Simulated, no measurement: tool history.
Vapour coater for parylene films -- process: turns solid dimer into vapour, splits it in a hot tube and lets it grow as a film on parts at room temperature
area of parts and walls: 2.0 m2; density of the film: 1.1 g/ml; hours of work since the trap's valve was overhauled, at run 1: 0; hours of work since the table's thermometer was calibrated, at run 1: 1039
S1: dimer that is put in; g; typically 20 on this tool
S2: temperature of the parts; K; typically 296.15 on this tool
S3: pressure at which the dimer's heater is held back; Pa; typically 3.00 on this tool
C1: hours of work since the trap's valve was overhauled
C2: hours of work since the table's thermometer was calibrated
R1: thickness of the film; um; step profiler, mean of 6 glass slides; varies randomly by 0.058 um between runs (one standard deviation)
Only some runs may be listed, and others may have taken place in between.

{"run": 1, "hour": 0.0, "S1": 20, "S2": 296.15, "S3": 3.0, "C1": 0, "C2": 1039, "R1": 7.04}
{"run": 2, "hour": 53.1, "S1": 20, "S2": 296.15, "S3": 3.0, "C1": 26, "C2": 1065, "R1": 7.06}
{"run": 3, "hour": 86.9, "S1": 20, "S2": 296.15, "S3": 3.0, "C1": 43, "C2": 1082, "R1": 6.89}
{"run": 4, "hour": 133.8, "S1": 20, "S2": 296.15, "S3": 3.0, "C1": 66, "C2": 1105, "R1": 6.87}
{"run": 5, "hour": 165.5, "S1": 20, "S2": 296.15, "S3": 3.0, "C1": 81, "C2": 1120, "R1": 6.72}
{"run": 6, "hour": 214.5, "S1": 20, "S2": 296.15, "S3": 3.0, "C1": 105, "C2": 1144, "R1": 6.73}
{"run": 7, "hour": 255.8, "S1": 20, "S2": 296.15, "S3": 3.0, "C1": 125, "C2": 1165, "R1": 6.56}
{"run": 8, "hour": 315.6, "S1": 18, "S2": 296.15, "S3": 3.0, "C1": 155, "C2": 1194, "R1": 5.95}
{"run": 9, "hour": 353.2, "S1": 18, "S2": 296.15, "S3": 3.0, "C1": 173, "C2": 1212, "R1": 5.86}
{"run": 10, "hour": 413.0, "S1": 18, "S2": 296.15, "S3": 3.0, "C1": 202, "C2": 1242, "R1": 5.82}

5 ways to go on from here, each from the tool as it stands after run 10. What would each give?
{"run": "A", "hour": 473.6, "S1": 33, "S2": 300.15, "S3": 3.0, "C1": 232, "C2": 1271, "R1": "?"}
{"run": "B", "hour": 473.6, "S1": 20, "S2": 301.15, "S3": 2.75, "C1": 232, "C2": 1271, "R1": "?"}
{"run": "C", "hour": 473.6, "S1": 18, "S2": 296.15, "S3": 6.74, "C1": 232, "C2": 1271, "R1": "?"}
{"run": "D", "hour": 473.6, "S1": 17, "S2": 293.15, "S3": 7.98, "C1": 232, "C2": 1271, "R1": "?"}
{"run": "E", "hour": 473.6, "S1": 32, "S2": 291.15, "S3": 2.22, "C1": 232, "C2": 1271, "R1": "?"}

run=A R1=8.74
run=B R1=5.01
run=C R1=5.41
run=D R1=5.78
run=E R1=12.75
Stripped of hidden state, with their random variation kept, the same runs would have yielded:
run=A R1=9.43
run=B R1=5.41
run=C R1=5.84
run=D R1=6.23
run=E R1=14.19
